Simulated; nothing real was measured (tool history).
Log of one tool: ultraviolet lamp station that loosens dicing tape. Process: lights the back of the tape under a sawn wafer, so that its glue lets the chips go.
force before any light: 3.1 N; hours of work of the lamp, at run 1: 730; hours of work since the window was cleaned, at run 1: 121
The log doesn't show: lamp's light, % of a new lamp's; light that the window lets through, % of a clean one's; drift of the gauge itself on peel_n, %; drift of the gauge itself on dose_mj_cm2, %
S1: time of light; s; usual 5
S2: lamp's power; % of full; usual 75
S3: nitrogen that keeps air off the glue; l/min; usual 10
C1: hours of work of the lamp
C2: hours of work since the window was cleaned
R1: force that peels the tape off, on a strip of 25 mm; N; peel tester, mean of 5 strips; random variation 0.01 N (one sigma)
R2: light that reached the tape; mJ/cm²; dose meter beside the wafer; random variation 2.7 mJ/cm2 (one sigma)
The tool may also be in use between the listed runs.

| run | hour | S1 | S2 | S3 | C1 | C2 | R1 | R2 |
|---|---|---|---|---|---|---|---|---|
| 1 | 0.0 | 5 | 75 | 10 | 730 | 121 | 0.802 | 240 |
| 2 | 45.1 | 10 | 75 | 10 | 751 | 142 | 0.299 | 467 |
| 3 | 91.9 | 5 | 93 | 10 | 773 | 163 | 0.651 | 284 |
| 4 | 134.6 | 5 | 93 | 10 | 792 | 183 | 0.648 | 283 |
| 5 | 175.4 | 5 | 93 | 10 | 811 | 202 | 0.688 | 278 |
|  | 223.2 | lamp changed |
| 6 | 235.7 | 5 | 93 | 10 | 6 | 229 | 0.367 | 421 |
| 7 | 268.6 | 5 | 93 | 10 | 21 | 244 | 0.370 | 415 |
| 8 | 317.6 | 5 | 93 | 10 | 43 | 267 | 0.373 | 411 |
| 9 | 366.8 | 5 | 93 | 10 | 66 | 289 | 0.374 | 402 |
| 10 | 411.0 | 5 | 93 | 10 | 86 | 310 | 0.391 | 395 |
| 11 | 455.1 | 5 | 93 | 10 | 107 | 330 | 0.411 | 386 |
| 12 | 493.2 | 5 | 93 | 4 | 124 | 348 | 0.722 | 380 |
| 13 | 546.7 | 5 | 93 | 4 | 149 | 372 | 0.735 | 371 |
| 14 | 579.8 | 5 | 93 | 4 | 164 | 387 | 0.722 | 372 |
| 15 | 615.7 | 5 | 93 | 4 | 181 | 404 | 0.773 | 362 |
| 16 | 666.1 | 5 | 93 | 4 | 204 | 427 | 0.797 | 354 |
|  | 671.3 | window cleaned of glue's vapour |
| 17 | 694.9 | 5 | 93 | 4 | 217 | 11 | 0.804 | 338 |
| 18 | 749.6 | 5 | 75 | 4 | 242 | 36 | 1.079 | 268 |
|  | 764.9 | window cleaned of glue's vapour, once more |
| 19 | 807.1 | 5 | 76 | 8 | 268 | 19 | 0.595 | 325 |
| 20 | 833.1 | 3 | 65 | 5 | 280 | 31 | 1.520 | 166 |
| 21 | 888.6 | 2 | 66 | 16 | 306 | 57 | 1.419 | 109 |
| 22 | 946.5 | 2 | 66 | 16 | 333 | 84 | 1.483 | 105 |
| 23 | 981.8 | 3 | 72 | 17 | 349 | 100 | 0.926 | 174 |
| 24 | 1013.6 | 7 | 83 | 10 | 364 | 115 | 0.304 | 458 |
| 25 | 1044.5 | 4 | 83 | 17 | 378 | 129 | 0.551 | 255 |
| 26 | 1105.3 | 5 | 75 | 6 | 406 | 157 | 0.860 | 285 |
| 27 | 1157.4 | 6 | 75 | 6 | 430 | 181 | 0.703 | 333 |
| 28 | 1182.8 | 6 | 75 | 6 | 441 | 192 | 0.708 | 327 |
| 29 | 1211.6 | 6 | 76 | 6 | 455 | 206 | 0.675 | 331 |
| 30 | 1270.8 | 9 | 65 | 10 | 482 | 233 | 0.358 | 413 |
| 31 | 1323.8 | 9 | 65 | 10 | 506 | 257 | 0.355 | 407 |
| 32 | 1348.3 | 3 | 72 | 8 | 518 | 269 | 1.405 | 148 |
| 33 | 1385.4 | 6 | 93 | 5 | 535 | 286 | 0.668 | 372 |
| 34 | 1422.0 | 5 | 73 | 8 | 552 | 303 | 0.858 | 242 |
| 35 | 1461.0 | 7 | 75 | 5 | 570 | 321 | 0.749 | 341 |
| 36 | 1520.3 | 7 | 73 | 8 | 597 | 348 | 0.603 | 324 |

3 ways to go on from here, each from the tool as it stands after run 36. What would each give?
| A | 1551.2 | 4 | 63 | 6 | 611 | 362 | ? | ? |
| B | 1551.2 | 6 | 75 | 10 | 611 | 362 | ? | ? |
| C | 1551.2 | 2 | 75 | 10 | 611 | 362 | ? | ? |

| run | R1 | R2 |
|---|---|---|
| A | 1.487 | 158 |
| B | 0.654 | 287 |
| C | 1.721 | 95 |
Without the tool's hidden state the same runs would have given:
| run | R1 | R2 |
|---|---|---|
| A | 1.002 | 248 |
| B | 0.328 | 446 |
| C | 1.277 | 148 |

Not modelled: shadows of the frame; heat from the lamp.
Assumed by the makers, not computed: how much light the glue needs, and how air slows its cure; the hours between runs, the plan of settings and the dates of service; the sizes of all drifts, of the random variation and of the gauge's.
